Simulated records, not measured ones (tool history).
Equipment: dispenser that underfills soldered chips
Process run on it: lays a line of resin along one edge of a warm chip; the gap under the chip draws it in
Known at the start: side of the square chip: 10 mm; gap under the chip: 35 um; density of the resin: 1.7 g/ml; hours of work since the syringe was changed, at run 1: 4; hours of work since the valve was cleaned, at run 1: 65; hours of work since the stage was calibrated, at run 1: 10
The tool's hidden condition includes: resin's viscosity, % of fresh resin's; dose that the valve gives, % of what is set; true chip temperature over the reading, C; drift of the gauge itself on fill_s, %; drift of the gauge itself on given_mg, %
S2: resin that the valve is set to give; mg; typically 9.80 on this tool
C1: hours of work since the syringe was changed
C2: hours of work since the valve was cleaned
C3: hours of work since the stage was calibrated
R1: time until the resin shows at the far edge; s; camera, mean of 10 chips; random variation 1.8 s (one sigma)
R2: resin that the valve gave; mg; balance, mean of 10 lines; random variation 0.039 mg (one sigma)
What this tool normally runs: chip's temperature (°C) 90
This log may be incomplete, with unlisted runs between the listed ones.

Run 1, day 0.000: usual settings; C1 4; C2 65; C3 10. Result: R1 204.4 s, R2 9.18 mg.
At day 0.112: new syringe of resin.
At day 0.446: new syringe of resin.
Run 2, day 0.446: usual settings; C1 0; C2 72; C3 18. Result: R1 188.2 s, R2 9.16 mg.
Run 3, day 0.696: usual settings; C1 4; C2 76; C3 22. Result: R1 217.0 s, R2 9.16 mg.
At day 0.796: new syringe of resin.
Run 4, day 1.042: usual settings; C1 4; C2 82; C3 28. Result: R1 214.9 s, R2 9.04 mg.
At day 1.125: new syringe of resin.
At day 1.212: dispensing valve cleaned and set on the balance.
Run 5, day 1.350: usual settings but chip's temperature (°C) 80; C1 3; C2 2; C3 32. Result: R1 323.2 s, R2 9.72 mg.
At day 1.512: new syringe of resin.
Run 6, day 1.696: usual settings but chip's temperature (°C) 80; C1 3; C2 8; C3 38. Result: R1 323.2 s, R2 9.69 mg.
At day 1.867: new syringe of resin.
Run 7, day 1.933: usual settings but chip's temperature (°C) 80; C1 1; C2 12; C3 42. Result: R1 297.4 s, R2 9.61 mg.
At day 2.208: new syringe of resin.
Run 8, day 2.242: usual settings but S2 9.65 mg; C1 1; C2 17; C3 47. Result: R1 186.6 s, R2 9.44 mg.
Run 9, day 2.479: usual settings but chip's temperature (°C) 76, S2 9.84 mg; C1 5; C2 21; C3 51. Result: R1 411.6 s, R2 9.58 mg.
At day 2.550: new syringe of resin.
Run 10, day 2.850: usual settings but chip's temperature (°C) 79, S2 9.88 mg; C1 5; C2 28; C3 57. Result: R1 367.2 s, R2 9.58 mg.
At day 2.883: new syringe of resin.
At day 3.225: new syringe of resin.
Run 11, day 3.275: usual settings but chip's temperature (°C) 103, S2 9.52 mg; C1 1; C2 35; C3 64. Result: R1 107.2 s, R2 9.11 mg.
Run 12, day 3.483: usual settings but chip's temperature (°C) 84, S2 9.52 mg; C1 4; C2 38; C3 68. Result: R1 278.7 s, R2 9.14 mg.
At day 3.546: new syringe of resin.
Run 13, day 3.725: usual settings but chip's temperature (°C) 84, S2 9.52 mg; C1 3; C2 42; C3 72. Result: R1 268.1 s, R2 9.09 mg.

Hidden state at the last listed run before each entry between runs and at the first one after, where it differs:
In the gap between runs 1 and 2: new syringe of resin (day 0.112); new syringe of resin (day 0.446)
  resin's viscosity, % of fresh resin's: 112.3 -> 101.9; dose that the valve gives, % of what is set: 93.77 -> 93.09; true chip temperature over the reading, C: 0.06 -> 0.03
  measured minus no-state result, R1: +23.4 -> +4.9 s; R2: -0.61 -> -0.68 mg
In the gap between runs 3 and 4: new syringe of resin (day 0.796)
  resin's viscosity, % of fresh resin's: 118.4 -> 117.7; dose that the valve gives, % of what is set: 92.71 -> 92.16; true chip temperature over the reading, C: 0.02 -> -0.01
  measured minus no-state result, R1: +35.2 -> +34.2 s; R2: -0.72 -> -0.77 mg
In the gap between runs 4 and 5: new syringe of resin (day 1.125); dispensing valve cleaned and set on the balance (day 1.212)
  resin's viscosity, % of fresh resin's: 117.7 -> 111.2; dose that the valve gives, % of what is set: 92.16 -> 99.38; true chip temperature over the reading, C: -0.01 -> -0.02
  measured minus no-state result, R1: +34.2 -> +33.0 s; R2: -0.77 -> -0.07 mg
In the gap between runs 5 and 6: new syringe of resin (day 1.512)
  resin's viscosity, % of fresh resin's: 111.2 -> 112.2; dose that the valve gives, % of what is set: 99.38 -> 98.75; true chip temperature over the reading, C: -0.02 -> -0.04
  measured minus no-state result, R1: +33.0 -> +36.2 s; R2: -0.07 -> -0.13 mg
In the gap between runs 6 and 7: new syringe of resin (day 1.867)
  resin's viscosity, % of fresh resin's: 112.2 -> 105.1; dose that the valve gives, % of what is set: 98.75 -> 98.35; true chip temperature over the reading, C: -0.04 -> -0.06
  measured minus no-state result, R1: +36.2 -> +15.7 s; R2: -0.13 -> -0.16 mg
In the gap between runs 7 and 8: new syringe of resin (day 2.208)
  resin's viscosity, % of fresh resin's: 105.1 -> 101.9; dose that the valve gives, % of what is set: 98.35 -> 97.84; true chip temperature over the reading, C: -0.06 -> -0.08
  measured minus no-state result, R1: +15.7 -> +4.7 s; R2: -0.16 -> -0.21 mg
In the gap between runs 9 and 10: new syringe of resin (day 2.550)
  resin's viscosity, % of fresh resin's: 117.5 -> 122.1; dose that the valve gives, % of what is set: 97.42 -> 96.77; true chip temperature over the reading, C: -0.09 -> -0.12
  measured minus no-state result, R1: +63.7 -> +69.1 s; R2: -0.25 -> -0.32 mg
In the gap between runs 10 and 11: new syringe of resin (day 2.883); new syringe of resin (day 3.225)
  resin's viscosity, % of fresh resin's: 122.1 -> 102.9; dose that the valve gives, % of what is set: 96.77 -> 96.1; true chip temperature over the reading, C: -0.12 -> -0.14
  measured minus no-state result, R1: +69.1 -> +4.2 s; R2: -0.32 -> -0.38 mg
In the gap between runs 12 and 13: new syringe of resin (day 3.546)
  resin's viscosity, % of fresh resin's: 116.3 -> 112.6; dose that the valve gives, % of what is set: 95.74 -> 95.32; true chip temperature over the reading, C: -0.16 -> -0.17
  measured minus no-state result, R1: +42.3 -> +33.4 s; R2: -0.41 -> -0.44 mg
